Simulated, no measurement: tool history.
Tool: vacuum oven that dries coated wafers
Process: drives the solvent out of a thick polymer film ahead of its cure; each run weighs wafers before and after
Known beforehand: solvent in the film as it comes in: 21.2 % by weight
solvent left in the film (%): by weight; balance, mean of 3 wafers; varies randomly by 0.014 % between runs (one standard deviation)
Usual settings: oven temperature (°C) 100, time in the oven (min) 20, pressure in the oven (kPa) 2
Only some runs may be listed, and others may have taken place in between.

run,hour,oven temperature (°C),time in the oven (min),pressure in the oven (kPa),solvent left in the film (%)
1,0,100,20,2,3.91
2,42.4,100,20,2,3.88
3,99.9,100,19,2,4.14
4,137.4,100,19,2.62,4.46
5,169.6,100,19,2.62,4.43
6,203.3,100,13,2,6.24
7,261.3,100,20,2,3.9
8,323.4,100,20,2,3.88
9,356.2,100,20,5.36,5.5
10,401.4,100,20,2,3.91
11,433.1,100,20,2,3.89
12,491.9,100,20,2,3.87
13,524.5,100,20,2,3.9
14,569,100,20,2,3.89
15,623.1,94,20,1.61,5.43
16,684.9,103,14,3.03,5.4
17,728.5,103,14,3.03,5.41
# hour 775.7: oven's thermocouples calibrated
18,792.8,110,12,1.16,3.67
19,825.1,110,12,1.16,3.64
20,851,110,12,1.16,3.65
21,902.9,105,22,1.16,1.99
22,940.1,107,34,1.21,0.79
23,980.4,104,14,1.04,4.33
24,1023.4,104,14,1.04,4.31
25,1083,104,14,1.04,4.29

Alternative continuations, all from the tool just after run 25; predict every row:
# hour 1099.4: vacuum gauge cleaned of residue and calibrated
A,1120.4,105,20,3.3,?
# hour 1099.4: vacuum gauge cleaned of residue and calibrated
B,1120.4,98,35,2,?
# hour 1099.4: vacuum gauge cleaned of residue and calibrated
C,1120.4,97,31,2,?
# hour 1099.4: vacuum gauge cleaned of residue and calibrated
D,1120.4,90,30,7.24,?

run,solvent left in the film (%)
A,3.28
B,2.17
C,2.74
D,8.24
Stripped of hidden state, with their random variation kept, the same runs would have yielded:
run,solvent left in the film (%)
A,3.28
B,2.17
C,2.74
D,8.24
